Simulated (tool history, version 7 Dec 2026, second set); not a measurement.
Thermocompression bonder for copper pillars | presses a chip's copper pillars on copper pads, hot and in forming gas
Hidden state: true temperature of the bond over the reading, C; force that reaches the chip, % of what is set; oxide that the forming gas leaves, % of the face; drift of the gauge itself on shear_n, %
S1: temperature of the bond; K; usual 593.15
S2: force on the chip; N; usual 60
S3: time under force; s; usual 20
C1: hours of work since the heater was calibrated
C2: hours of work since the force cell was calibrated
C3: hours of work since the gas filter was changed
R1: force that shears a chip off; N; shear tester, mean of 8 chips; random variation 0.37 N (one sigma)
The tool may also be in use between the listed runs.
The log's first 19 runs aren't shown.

Run 20, hour 1364.1: usual settings but S1 565.15 K; C1 528; C2 645; C3 117. Result: R1 27.6 N.
Run 21, hour 1434.3: usual settings but S1 565.15 K; C1 578; C2 696; C3 167. Result: R1 26.9 N.
At hour 1450.9: forming gas filter changed.
Run 22, hour 1484.3: usual settings but S1 565.15 K; C1 613; C2 731; C3 24. Result: R1 29 N.
Run 23, hour 1571.7: usual settings but S1 565.15 K; C1 676; C2 793; C3 86. Result: R1 29 N.
Run 24, hour 1662: usual settings but S1 584.15 K, S3 23 s; C1 740; C2 858; C3 151. Result: R1 34.9 N.
At hour 1697.6: forming gas filter changed.
At hour 1704.8: force cell calibrated.
Run 25, hour 1704.8: usual settings but S1 601.15 K, S2 57 N; C1 769; C2 0; C3 4. Result: R1 41.6 N.
Run 26, hour 1773.2: usual settings but S1 600.15 K, S3 59 s; C1 818; C2 49; C3 53. Result: R1 58.5 N.
Run 27, hour 1828.2: usual settings but S1 598.15 K, S2 74 N, S3 34 s; C1 858; C2 88; C3 92. Result: R1 54.6 N.
Run 28, hour 1910.3: usual settings but S1 617.15 K, S2 86 N; C1 916; C2 147; C3 151. Result: R1 56.4 N.
At hour 1947.7: forming gas filter changed.
Run 29, hour 1968.3: usual settings but S2 68 N, S3 13 s; C1 957; C2 188; C3 15. Result: R1 38.3 N.
Run 30, hour 2008.5: usual settings but S2 68 N, S3 13 s; C1 986; C2 217; C3 43. Result: R1 37.6 N.
Run 31, hour 2080.5: usual settings but S1 587.15 K, S2 39 N, S3 18 s; C1 1038; C2 268; C3 95. Result: R1 25.3 N.
Run 32, hour 2120.4: usual settings but S1 587.15 K, S2 68 N; C1 1066; C2 297; C3 123. Result: R1 40 N.
Run 33, hour 2171.9: usual settings but S1 620.15 K, S2 75 N, S3 10 s; C1 1103; C2 333; C3 160. Result: R1 43.2 N.
At hour 2199.7: forming gas filter changed.
Run 34, hour 2232.2: usual settings but S1 614.15 K, S2 72 N; C1 1146; C2 376; C3 23. Result: R1 53.9 N.
Run 35, hour 2289.4: usual settings but S1 614.15 K, S2 72 N; C1 1186; C2 417; C3 64. Result: R1 52.5 N.
Run 36, hour 2361.5: usual settings but S1 584.15 K, S2 57 N, S3 40 s; C1 1238; C2 468; C3 116. Result: R1 44.7 N.
At hour 2450.8: heater calibrated with a thermocouple chip.
At hour 2451.3: forming gas filter changed.
Run 37, hour 2459.3: usual settings but S3 22 s; C1 6; C2 537; C3 6. Result: R1 38.5 N.
Run 38, hour 2498.2: usual settings but S3 22 s; C1 34; C2 564; C3 34. Result: R1 38.2 N.
Run 39, hour 2576.1: usual settings but S2 65 N, S3 27 s; C1 89; C2 620; C3 89. Result: R1 43.1 N.

Forecast each of these 3 alternatives for the next run:
Run A, hour 2640.8: usual settings but S1 574.15 K, S2 76 N, S3 18 s; C1 135; C2 666; C3 135. Result: R1 ?.
Run B, hour 2640.8: usual settings but S2 47 N, S3 27 s; C1 135; C2 666; C3 135. Result: R1 ?.
Run C, hour 2640.8: usual settings but S1 618.15 K, S2 46 N, S3 21 s; C1 135; C2 666; C3 135. Result: R1 ?.

run    R1
  A  34.6
  B  33.5
  C    37
Without the tool's hidden state the same runs would have given:
run    R1
  A  36.9
  B  35.8
  C  39.6

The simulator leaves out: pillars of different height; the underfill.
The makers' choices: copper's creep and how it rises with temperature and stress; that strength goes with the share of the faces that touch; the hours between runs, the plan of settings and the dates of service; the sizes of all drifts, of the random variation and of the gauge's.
